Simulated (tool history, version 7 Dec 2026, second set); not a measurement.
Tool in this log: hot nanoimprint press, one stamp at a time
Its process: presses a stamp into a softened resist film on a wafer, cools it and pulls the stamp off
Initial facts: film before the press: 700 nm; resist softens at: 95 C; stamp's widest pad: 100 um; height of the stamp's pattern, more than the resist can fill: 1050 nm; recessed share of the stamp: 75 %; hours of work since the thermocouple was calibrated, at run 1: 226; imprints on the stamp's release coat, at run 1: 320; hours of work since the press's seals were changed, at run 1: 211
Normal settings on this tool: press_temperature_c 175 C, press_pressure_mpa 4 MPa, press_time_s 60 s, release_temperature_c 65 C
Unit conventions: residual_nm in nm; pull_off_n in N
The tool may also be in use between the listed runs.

run	day	press_temperature_c	press_pressure_mpa	press_time_s	release_temperature_c	hours of work since the thermocouple was calibrated	imprints on the stamp's release coat	hours of work since the press's seals were changed	residual_nm	pull_off_n
1	0	175	4	60	65	226	320	211	412.4	139
2	0.279	175	4	60	65	231	352	216	408.9	152
3	0.562	175	4	60	65	236	384	221	411	141
4	0.829	175	4.78	60	65	240	415	226	383	148
5	1.217	175	4	60	67	247	459	232	411.3	140
6	1.754	175	4	60	65	257	521	242	410.7	146
7	2.054	175	4	60	65	262	555	247	409.6	147
8	2.421	175	4	60	65	268	597	253	410.7	149
9	2.958	175	4	41	65	278	659	263	462	158
10	3.346	175	4	56	65	284	703	269	420.3	151
# day 4.121: stamp cleaned and given a new release coat
11	4.221	175	4	34	65	295	12	280	484.7	135
12	4.738	175	4	34	65	304	71	289	491.2	129
13	5.367	175	4	34	65	315	143	300	486	140
14	5.792	175	4	60	57	323	192	308	413.5	162
15	6.208	175	4	60	57	330	240	315	412.9	156
16	6.533	175	4	60	57	335	277	320	416.4	168
17	6.908	175	3.85	60	70	342	320	327	421.7	131
18	7.412	171	2.53	98	66	351	378	336	479.1	142
19	8.05	175	4.31	60	65	362	451	347	408.5	147
20	8.362	169	4.31	67	65	367	487	352	480.3	145
21	8.892	175	2.43	77	65	377	548	362	457.8	150
# day 9.446: plate thermocouple calibrated
22	9.638	175	2.43	77	65	3	619	372	443.8	148
23	9.95	171	5.62	77	69	9	654	378	370.8	140
24	10.475	171	5.62	77	69	18	715	387	373.6	140
# day 11.142: stamp cleaned and given a new release coat
25	11.15	171	5.62	77	69	25	1	394	369.8	121
26	11.638	171	2.56	61	69	34	56	403	520.3	123
27	11.992	171	2.56	61	69	40	97	409	518.2	130
28	12.279	171	2.56	32	69	45	130	414	587.9	126
29	12.762	171	2.56	32	69	53	185	422	583.7	124
30	13.025	175	2.74	56	65	58	216	427	468.7	138
31	13.467	178	4	57	65	66	266	435	370.8	139

Below are 3 alternative next runs, each starting from the tool's condition after run 31. Predict each:
A	13.746	175	4	60	66	70	298	439	?	?
B	13.746	175	3.62	43	71	70	298	439	?	?
C	13.746	178	4	57	62	70	298	439	?	?

run	residual_nm	pull_off_n
A	403.2	139
B	464	129
C	372.6	145
With no hidden state in the tool, these same runs would have given:
run	residual_nm	pull_off_n
A	397	130
B	458.1	121
C	366.6	135
